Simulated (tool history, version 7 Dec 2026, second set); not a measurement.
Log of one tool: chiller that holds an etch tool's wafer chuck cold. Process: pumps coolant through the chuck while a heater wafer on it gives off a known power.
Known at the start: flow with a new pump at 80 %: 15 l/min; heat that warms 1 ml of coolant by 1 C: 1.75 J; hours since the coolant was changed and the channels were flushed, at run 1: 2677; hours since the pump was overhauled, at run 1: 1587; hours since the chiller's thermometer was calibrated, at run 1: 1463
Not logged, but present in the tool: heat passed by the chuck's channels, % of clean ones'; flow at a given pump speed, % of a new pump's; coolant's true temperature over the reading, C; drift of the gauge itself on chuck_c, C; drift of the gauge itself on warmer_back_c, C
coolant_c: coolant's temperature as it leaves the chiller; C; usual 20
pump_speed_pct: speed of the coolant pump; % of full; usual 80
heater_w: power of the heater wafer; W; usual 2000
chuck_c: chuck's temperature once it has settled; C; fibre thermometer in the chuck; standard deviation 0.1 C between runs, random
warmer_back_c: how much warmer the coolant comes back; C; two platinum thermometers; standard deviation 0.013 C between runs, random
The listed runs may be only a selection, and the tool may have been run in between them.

run     day  coolant_c  pump_speed_pct  heater_w  hours since the coolant was changed and the channels were flushed  hours since the pump was overhauled  hours since the chiller's thermometer was calibrated  chuck_c  warmer_back_c
  1       0         20              80      2000                                                               2677                                 1587                                                  1463     35.7           4.65
  2   2.312         20              80      2000                                                               2732                                 1642                                                  1518     35.7           4.65
  3   4.746         20              80      2000                                                               2791                                 1701                                                  1577     35.7           4.65
  4   6.188         20              80      1152                                                               2825                                 1735                                                  1611       29           2.68
  5   8.233         20              80      2000                                                               2875                                 1784                                                  1661     35.8           4.68
  6  10.758         20              96      2000                                                               2935                                 1845                                                  1721       34           3.84
  7  13.258         11              80      2000                                                               2995                                 1905                                                  1781     26.7           4.67
  8  15.138         11              80      2000                                                               3040                                 1950                                                  1826     26.8           4.68
  9  16.617         11              80      2000                                                               3076                                 1986                                                  1862     26.9            4.7
 10  17.904         11              80      2000                                                               3107                                 2016                                                  1893     26.7           4.66
 11  20.279         11              80      2000                                                               3164                                 2074                                                  1950     26.9           4.66
 12    22.8         11              80      2000                                                               3224                                 2134                                                  2010     26.7           4.67
 13  24.412         20              80      2000                                                               3263                                 2173                                                  2049     35.8           4.68
 14  25.729         20              80      2000                                                               3294                                 2204                                                  2080       36           4.69
 15  27.342         20             100      2000                                                               3333                                 2243                                                  2119     33.7           3.67
 16  29.883         20             100      2000                                                               3394                                 2304                                                  2180     33.9           3.68
 17  31.467         20             100      2000                                                               3432                                 2342                                                  2218     33.9           3.67
 18  33.412         20             100      2000                                                               3479                                 2389                                                  2265     33.8           3.67
 19  35.658         20             100      2000                                                               3533                                 2443                                                  2319     33.9           3.68
 20  37.792         28              80      1236                                                               3584                                 2494                                                  2370     37.7           2.89
 21  39.142         13              84      1766                                                               3616                                 2526                                                  2402     26.6           3.95
 22  40.846         27              79      2000                                                               3657                                 2567                                                  2443     43.1           4.75
 23  43.342         27              71      1094                                                               3717                                 2627                                                  2503     36.5           2.93
 24  45.392         20              80      1699                                                               3766                                 2676                                                  2552     33.6              4
 25  46.825         20              96      1699                                                               3801                                 2711                                                  2587     32.2           3.28
 26   48.75         23              74      2666                                                               3847                                 2757                                                  2633     45.5           6.79
 27  50.812         23              74      2666                                                               3896                                 2806                                                  2683     45.6            6.8
 28  51.971         23              69      2668                                                               3924                                 2834                                                  2710     46.3           7.36
 29  53.508         13              81      1401                                                               3961                                 2871                                                  2747       24           3.23
 30   55.75         20              68      1569                                                               4015                                 2925                                                  2801     33.8           4.38
 31  56.975         21              87      2000                                                               4044                                 2954                                                  2830     36.2           4.29
 32  59.367         10              69      1466                                                               4102                                 3012                                                  2888     22.9           4.02

Measured less the same run without the tool's hidden state. The same run-to-run variation is in both; the gauge's scatter may not be:
run  chuck_c  warmer_back_c
  1     +0.8          +0.09
  2     +0.8          +0.08
  3     +0.8          +0.09
  4     +0.5          +0.05
  5     +0.9          +0.09
  6     +0.8          +0.08
  7     +0.9           +0.1
  8     +0.9           +0.1
  9     +0.9           +0.1
 10     +0.9           +0.1
 11     +0.9           +0.1
 12     +0.9           +0.1
 13       +1          +0.11
 14       +1           +0.1
 15     +0.8          +0.08
 16     +0.9          +0.08
 17     +0.9          +0.09
 18     +0.9          +0.09
 19     +0.9          +0.08
 20     +0.6          +0.07
 21     +0.9          +0.09
 22       +1          +0.12
 23     +0.6          +0.07
 24     +0.9           +0.1
 25     +0.8          +0.09
 26     +1.6          +0.18
 27     +1.6          +0.18
 28     +1.7          +0.19
 29     +0.7          +0.08
 30       +1          +0.12
 31     +1.1          +0.11
 32       +1          +0.11
